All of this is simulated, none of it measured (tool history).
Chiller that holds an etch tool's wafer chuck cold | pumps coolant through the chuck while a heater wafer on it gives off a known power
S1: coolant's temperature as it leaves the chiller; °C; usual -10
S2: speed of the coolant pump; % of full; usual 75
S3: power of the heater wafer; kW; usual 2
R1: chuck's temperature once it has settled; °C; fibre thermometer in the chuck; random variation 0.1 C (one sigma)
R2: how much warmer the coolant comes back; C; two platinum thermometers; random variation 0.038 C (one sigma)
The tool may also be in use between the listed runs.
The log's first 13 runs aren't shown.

| run | hour | S1 | S2 | S3 | R1 | R2 |
|---|---|---|---|---|---|---|
| 14 | 2124.7 | -20 | 75 | 2 | 0.9 | 9.08 |
| 15 | 2304 | -20 | 75 | 2 | 1 | 9.14 |
| 16 | 2443.2 | -10 | 75 | 2.235 | 13.5 | 10.21 |
| 17 | 2543.2 | -10 | 75 | 2.235 | 13.9 | 10.2 |
|  | 2713.6 | chiller's thermometer calibrated, once more |
| 18 | 2745.9 | -4 | 76 | 1.466 | 12.1 | 6.62 |
| 19 | 2921.3 | -12 | 64 | 1.466 | 6.7 | 7.98 |
| 20 | 3092.9 | -10 | 63 | 2.103 | 17 | 11.68 |
| 21 | 3293.5 | -9 | 75 | 1.356 | 6.3 | 6.24 |
| 22 | 3457.7 | 0 | 64 | 2.242 | 28.8 | 12.39 |
| 23 | 3641.2 | 0 | 64 | 2.242 | 29.1 | 12.37 |
| 24 | 3851 | -7 | 89 | 1.537 | 8.2 | 5.94 |
| 25 | 3976.2 | -4 | 82 | 1.451 | 11.4 | 6.11 |
| 26 | 4101.2 | -4 | 82 | 1.451 | 11.4 | 6.09 |

The next listed run, before its measurement:
| 27 | 4316.1 | -4 | 82 | 1.451 | ? | ? |

{"run 27": {"R1": 11.6, "R2": 6.1}}
Without the tool's hidden state the same run would have given R1 8.9 °C, R2 5.23 C.
